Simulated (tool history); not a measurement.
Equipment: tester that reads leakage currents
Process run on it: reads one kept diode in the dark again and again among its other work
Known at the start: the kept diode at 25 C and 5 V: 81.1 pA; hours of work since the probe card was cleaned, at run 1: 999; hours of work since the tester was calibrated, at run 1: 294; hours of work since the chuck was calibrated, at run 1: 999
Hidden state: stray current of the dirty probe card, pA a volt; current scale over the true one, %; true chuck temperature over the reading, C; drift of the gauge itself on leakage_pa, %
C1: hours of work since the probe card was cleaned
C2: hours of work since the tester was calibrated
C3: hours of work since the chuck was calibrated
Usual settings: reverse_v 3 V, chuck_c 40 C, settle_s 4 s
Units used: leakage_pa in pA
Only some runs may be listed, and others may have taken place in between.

{"run": 1, "hour": 0.0, "reverse_v": 3, "chuck_c": 40, "settle_s": 4, "C1": 999, "C2": 294, "C3": 999, "leakage_pa": 242.83}
{"hour": 31.7, "done": "probe card cleaned and baked"}
{"run": 2, "hour": 202.3, "reverse_v": 3, "chuck_c": 40, "settle_s": 4, "C1": 105, "C2": 417, "C3": 1123, "leakage_pa": 240.44}
{"run": 3, "hour": 341.6, "reverse_v": 3, "chuck_c": 40, "settle_s": 4, "C1": 191, "C2": 503, "C3": 1209, "leakage_pa": 238.71}
{"run": 4, "hour": 504.1, "reverse_v": 3, "chuck_c": 40, "settle_s": 4, "C1": 292, "C2": 603, "C3": 1309, "leakage_pa": 236.28}
{"run": 5, "hour": 719.3, "reverse_v": 3, "chuck_c": 40, "settle_s": 4, "C1": 425, "C2": 736, "C3": 1442, "leakage_pa": 236.13}
{"run": 6, "hour": 1000.5, "reverse_v": 1.3, "chuck_c": 40, "settle_s": 4, "C1": 598, "C2": 910, "C3": 1615, "leakage_pa": 179.73}
{"run": 7, "hour": 1205.4, "reverse_v": 3, "chuck_c": 40, "settle_s": 1.35, "C1": 725, "C2": 1036, "C3": 1742, "leakage_pa": 231.07}
{"run": 8, "hour": 1346.2, "reverse_v": 3, "chuck_c": 40, "settle_s": 4, "C1": 812, "C2": 1123, "C3": 1829, "leakage_pa": 231.65}
{"run": 9, "hour": 1622.2, "reverse_v": 3, "chuck_c": 40, "settle_s": 4, "C1": 982, "C2": 1293, "C3": 1999, "leakage_pa": 228.9}
{"hour": 1681.5, "done": "probe card cleaned and baked"}
{"run": 10, "hour": 1793.5, "reverse_v": 3, "chuck_c": 40, "settle_s": 4, "C1": 69, "C2": 1397, "C3": 2103, "leakage_pa": 226.07}
{"run": 11, "hour": 2014.4, "reverse_v": 3, "chuck_c": 40, "settle_s": 4, "C1": 206, "C2": 1534, "C3": 2240, "leakage_pa": 225.73}
{"run": 12, "hour": 2247.9, "reverse_v": 3, "chuck_c": 40, "settle_s": 4, "C1": 350, "C2": 1678, "C3": 2384, "leakage_pa": 222}
{"hour": 2299.2, "done": "chuck's temperature calibrated"}
{"run": 13, "hour": 2530.3, "reverse_v": 3, "chuck_c": 40, "settle_s": 4, "C1": 523, "C2": 1851, "C3": 143, "leakage_pa": 258.39}
{"run": 14, "hour": 2750.1, "reverse_v": 5.13, "chuck_c": 40, "settle_s": 4, "C1": 659, "C2": 1987, "C3": 278, "leakage_pa": 304.21}
{"hour": 2810.5, "done": "tester calibrated"}
{"run": 15, "hour": 2918.2, "reverse_v": 3, "chuck_c": 23, "settle_s": 4, "C1": 761, "C2": 67, "C3": 381, "leakage_pa": 57.03}
{"run": 16, "hour": 3085.9, "reverse_v": 3, "chuck_c": 51, "settle_s": 4, "C1": 865, "C2": 170, "C3": 485, "leakage_pa": 612.04}
{"run": 17, "hour": 3316.9, "reverse_v": 3, "chuck_c": 51, "settle_s": 5.67, "C1": 1007, "C2": 313, "C3": 627, "leakage_pa": 609.36}
{"hour": 3348.0, "done": "probe card cleaned and baked"}
{"run": 18, "hour": 3559.6, "reverse_v": 3, "chuck_c": 51, "settle_s": 5.67, "C1": 131, "C2": 461, "C3": 775, "leakage_pa": 600.5}
{"run": 19, "hour": 3739.6, "reverse_v": 3, "chuck_c": 51, "settle_s": 5.67, "C1": 242, "C2": 572, "C3": 886, "leakage_pa": 600.99}
{"run": 20, "hour": 3955.8, "reverse_v": 3, "chuck_c": 37, "settle_s": 8.75, "C1": 375, "C2": 705, "C3": 1020, "leakage_pa": 189.42}
{"run": 21, "hour": 4102.7, "reverse_v": 3, "chuck_c": 37, "settle_s": 8.75, "C1": 466, "C2": 796, "C3": 1111, "leakage_pa": 187.29}
{"run": 22, "hour": 4335.6, "reverse_v": 2.2, "chuck_c": 35, "settle_s": 2.5, "C1": 610, "C2": 940, "C3": 1254, "leakage_pa": 141.86}
{"run": 23, "hour": 4542.5, "reverse_v": 2.99, "chuck_c": 29, "settle_s": 7.12, "C1": 738, "C2": 1068, "C3": 1382, "leakage_pa": 91.94}
{"run": 24, "hour": 4723.1, "reverse_v": 2.99, "chuck_c": 29, "settle_s": 7.12, "C1": 849, "C2": 1179, "C3": 1494, "leakage_pa": 90.99}
{"run": 25, "hour": 4883.1, "reverse_v": 2.99, "chuck_c": 29, "settle_s": 7.12, "C1": 948, "C2": 1278, "C3": 1592, "leakage_pa": 91.03}
{"hour": 5006.7, "done": "probe card cleaned and baked"}
{"run": 26, "hour": 5032.9, "reverse_v": 2.99, "chuck_c": 29, "settle_s": 7.12, "C1": 16, "C2": 1369, "C3": 1683, "leakage_pa": 89.18}
{"run": 27, "hour": 5295.5, "reverse_v": 3, "chuck_c": 24, "settle_s": 4, "C1": 178, "C2": 1531, "C3": 1845, "leakage_pa": 55.91}
{"run": 28, "hour": 5578.1, "reverse_v": 3, "chuck_c": 27, "settle_s": 5.57, "C1": 353, "C2": 1705, "C3": 2020, "leakage_pa": 73.91}
{"run": 29, "hour": 5831.5, "reverse_v": 9.89, "chuck_c": 22, "settle_s": 5.57, "C1": 509, "C2": 1862, "C3": 2176, "leakage_pa": 67.56}
{"run": 30, "hour": 6011.8, "reverse_v": 3, "chuck_c": 40, "settle_s": 0.76, "C1": 621, "C2": 1973, "C3": 2288, "leakage_pa": 225.99}
{"hour": 6080.5, "done": "tester calibrated"}
{"hour": 6229.4, "done": "chuck's temperature calibrated"}
{"run": 31, "hour": 6285.5, "reverse_v": 6.95, "chuck_c": 47, "settle_s": 2.4, "C1": 787, "C2": 125, "C3": 35, "leakage_pa": 601.15}
{"run": 32, "hour": 6533.7, "reverse_v": 5.07, "chuck_c": 21, "settle_s": 0.97, "C1": 940, "C2": 279, "C3": 188, "leakage_pa": 59.02}
{"hour": 6674.5, "done": "probe card cleaned and baked"}
{"run": 33, "hour": 6705.9, "reverse_v": 5.07, "chuck_c": 21, "settle_s": 0.97, "C1": 19, "C2": 383, "C3": 292, "leakage_pa": 56.81}
{"run": 34, "hour": 6952.4, "reverse_v": 5.07, "chuck_c": 21, "settle_s": 0.97, "C1": 172, "C2": 535, "C3": 445, "leakage_pa": 56.72}
{"run": 35, "hour": 7173.9, "reverse_v": 3, "chuck_c": 40, "settle_s": 7.28, "C1": 308, "C2": 672, "C3": 581, "leakage_pa": 256.26}
{"run": 36, "hour": 7349.0, "reverse_v": 3, "chuck_c": 22, "settle_s": 4, "C1": 417, "C2": 780, "C3": 689, "leakage_pa": 51.49}
{"run": 37, "hour": 7492.1, "reverse_v": 1.51, "chuck_c": 28, "settle_s": 1.9, "C1": 505, "C2": 869, "C3": 778, "leakage_pa": 71.85}
{"run": 38, "hour": 7621.4, "reverse_v": 4.08, "chuck_c": 23, "settle_s": 4, "C1": 585, "C2": 948, "C3": 858, "leakage_pa": 62.22}

Below, some changes in leakage_pa between adjacent runs. For each, the amount present without the hidden state too (settings, incoming material, random variation) and the amount remaining for the hidden state with gauge scatter not shared by both compared results:
Run 12 -> 13: chuck's temperature calibrated. leakage_pa +36.39 pA: hidden state +36.24, all else +0.15.
Run 15 -> 16: chuck_c 23 -> 51. leakage_pa +555.01 pA: hidden state -17.47, all else +572.48.
Run 19 -> 20: chuck_c 51 -> 37, settle_s 5.67 -> 8.75. leakage_pa -411.57 pA: hidden state +20.18, all else -431.75.
Run 29 -> 30: reverse_v 9.89 -> 3, chuck_c 22 -> 40, settle_s 5.57 -> 0.76. leakage_pa +158.43 pA: hidden state -24.44, all else +182.87.
Run 30 -> 31: reverse_v 3 -> 6.95, chuck_c 40 -> 47, settle_s 0.76 -> 2.4, tester calibrated, chuck's temperature calibrated. leakage_pa +375.16 pA: hidden state +40.96, all else +334.2.
Run 31 -> 32: reverse_v 6.95 -> 5.07, chuck_c 47 -> 21, settle_s 2.4 -> 0.97. leakage_pa -542.13 pA: hidden state -6.05, all else -536.08.

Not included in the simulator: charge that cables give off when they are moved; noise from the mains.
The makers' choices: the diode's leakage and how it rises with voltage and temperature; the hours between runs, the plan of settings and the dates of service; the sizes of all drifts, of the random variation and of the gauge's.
